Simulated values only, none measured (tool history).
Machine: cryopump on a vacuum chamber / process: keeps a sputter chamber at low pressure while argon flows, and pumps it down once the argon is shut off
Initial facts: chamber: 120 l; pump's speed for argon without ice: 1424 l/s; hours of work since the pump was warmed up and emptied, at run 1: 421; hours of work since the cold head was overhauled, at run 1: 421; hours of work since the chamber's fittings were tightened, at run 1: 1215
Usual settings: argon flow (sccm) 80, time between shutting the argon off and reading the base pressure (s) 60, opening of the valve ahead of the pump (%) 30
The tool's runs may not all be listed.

run   hour  argon flow (sccm)  time between shutting the argon off and reading the base pressure (s)  opening of the valve ahead of the pump (%)  hours of work since the pump was warmed up and emptied  hours of work since the cold head was overhauled  hours of work since the chamber's fittings were tightened  pressure while argon flows (Pa)  pressure after the wait (uPa)
  1    0.0                 80                                                                     60                                          30                                                     421                                               421                                                       1215                           0.3251                           2.11
  2   13.8                 80                                                                     33                                          30                                                     433                                               433                                                       1227                           0.3251                           2.59
  3   39.7                 80                                                                     33                                          30                                                     455                                               455                                                       1250                           0.3272                           2.63
  4   63.5                 80                                                                     78                                          30                                                     476                                               476                                                       1270                           0.3268                           1.92
  5   80.5                 80                                                                     78                                          30                                                     490                                               490                                                       1285                           0.3276                           1.92
  6   97.1                 80                                                                     78                                          30                                                     505                                               505                                                       1299                           0.3285                           1.93
  7  116.9                 80                                                                     78                                          30                                                     522                                               522                                                       1316                           0.3272                           1.93
  8  146.1                 80                                                                     78                                          30                                                     547                                               547                                                       1341                           0.3293                           1.97
  9  161.2                 80                                                                     78                                          30                                                     560                                               560                                                       1355                           0.3303                           2.01
 10  177.4                 80                                                                     78                                          30                                                     574                                               574                                                       1368                           0.3304                           2.02
 11  198.5                 80                                                                     78                                          30                                                     592                                               592                                                       1387                           0.3294                           2.02

Predict the results of run 12:
 12  220.8                 80                                                                     78                                          30                                                     611                                               611                                                       1406                                ?                              ?

Run 12 measured pressure while argon flows (Pa) 0.3312, pressure after the wait (uPa) 2.03.
The same run, on a tool lacking any hidden state, would have yielded pressure while argon flows (Pa) 0.3174, pressure after the wait (uPa) 0.75.
